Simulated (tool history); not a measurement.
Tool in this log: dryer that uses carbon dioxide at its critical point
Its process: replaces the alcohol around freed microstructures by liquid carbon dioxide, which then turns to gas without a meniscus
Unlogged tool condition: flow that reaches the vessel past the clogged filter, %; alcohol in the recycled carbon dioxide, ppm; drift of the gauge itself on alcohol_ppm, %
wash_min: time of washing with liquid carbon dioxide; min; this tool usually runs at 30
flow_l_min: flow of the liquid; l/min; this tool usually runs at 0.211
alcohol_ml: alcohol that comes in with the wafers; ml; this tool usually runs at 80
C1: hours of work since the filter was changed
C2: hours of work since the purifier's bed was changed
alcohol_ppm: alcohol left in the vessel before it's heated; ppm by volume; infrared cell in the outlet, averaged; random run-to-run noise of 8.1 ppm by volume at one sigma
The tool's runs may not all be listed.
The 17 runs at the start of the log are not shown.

{"run": 18, "hour": 140.4, "wash_min": 26, "flow_l_min": 0.319, "alcohol_ml": 40, "C1": 242, "C2": 493, "alcohol_ppm": 178}
{"run": 19, "hour": 150.1, "wash_min": 21, "flow_l_min": 0.162, "alcohol_ml": 33, "C1": 250, "C2": 501, "alcohol_ppm": 3022}
{"run": 20, "hour": 156.2, "wash_min": 41, "flow_l_min": 0.325, "alcohol_ml": 42, "C1": 255, "C2": 506, "alcohol_ppm": 105}
{"run": 21, "hour": 166.7, "wash_min": 41, "flow_l_min": 0.325, "alcohol_ml": 107, "C1": 263, "C2": 514, "alcohol_ppm": 124}
{"run": 22, "hour": 178.2, "wash_min": 41, "flow_l_min": 0.325, "alcohol_ml": 107, "C1": 272, "C2": 523, "alcohol_ppm": 118}
{"run": 23, "hour": 184.4, "wash_min": 25, "flow_l_min": 0.138, "alcohol_ml": 35, "C1": 277, "C2": 528, "alcohol_ppm": 3259}
{"hour": 187.7, "done": "inlet filter changed"}
{"run": 24, "hour": 196.6, "wash_min": 25, "flow_l_min": 0.257, "alcohol_ml": 24, "C1": 7, "C2": 537, "alcohol_ppm": 224}
{"run": 25, "hour": 206.3, "wash_min": 26, "flow_l_min": 0.182, "alcohol_ml": 80, "C1": 15, "C2": 545, "alcohol_ppm": 1815}
{"run": 26, "hour": 216.2, "wash_min": 29, "flow_l_min": 0.196, "alcohol_ml": 80, "C1": 23, "C2": 553, "alcohol_ppm": 900}
{"run": 27, "hour": 224.2, "wash_min": 44, "flow_l_min": 0.196, "alcohol_ml": 21, "C1": 29, "C2": 559, "alcohol_ppm": 135}
{"run": 28, "hour": 234.8, "wash_min": 31, "flow_l_min": 0.211, "alcohol_ml": 80, "C1": 37, "C2": 567, "alcohol_ppm": 510}
{"run": 29, "hour": 245.2, "wash_min": 28, "flow_l_min": 0.183, "alcohol_ml": 80, "C1": 46, "C2": 575, "alcohol_ppm": 1423}
{"run": 30, "hour": 250.7, "wash_min": 24, "flow_l_min": 0.211, "alcohol_ml": 80, "C1": 50, "C2": 580, "alcohol_ppm": 1465}
{"run": 31, "hour": 260.7, "wash_min": 24, "flow_l_min": 0.211, "alcohol_ml": 80, "C1": 58, "C2": 588, "alcohol_ppm": 1549}

Each row is a separate what-if for the run after 31, all from the same tool condition, not one after another. Results?
{"run": "A", "hour": 269.4, "wash_min": 30, "flow_l_min": 0.211, "alcohol_ml": 24, "C1": 65, "C2": 595, "alcohol_ppm": "?"}
{"run": "B", "hour": 269.4, "wash_min": 36, "flow_l_min": 0.128, "alcohol_ml": 25, "C1": 65, "C2": 595, "alcohol_ppm": "?"}
{"run": "C", "hour": 269.4, "wash_min": 24, "flow_l_min": 0.298, "alcohol_ml": 22, "C1": 65, "C2": 595, "alcohol_ppm": "?"}
{"run": "D", "hour": 269.4, "wash_min": 30, "flow_l_min": 0.13, "alcohol_ml": 36, "C1": 65, "C2": 595, "alcohol_ppm": "?"}

run=A alcohol_ppm=288
run=B alcohol_ppm=843
run=C alcohol_ppm=181
run=D alcohol_ppm=1911
Stripped of hidden state, with their random variation kept, the same runs would have yielded:
run=A alcohol_ppm=139
run=B alcohol_ppm=638
run=C alcohol_ppm=51
run=D alcohol_ppm=1610

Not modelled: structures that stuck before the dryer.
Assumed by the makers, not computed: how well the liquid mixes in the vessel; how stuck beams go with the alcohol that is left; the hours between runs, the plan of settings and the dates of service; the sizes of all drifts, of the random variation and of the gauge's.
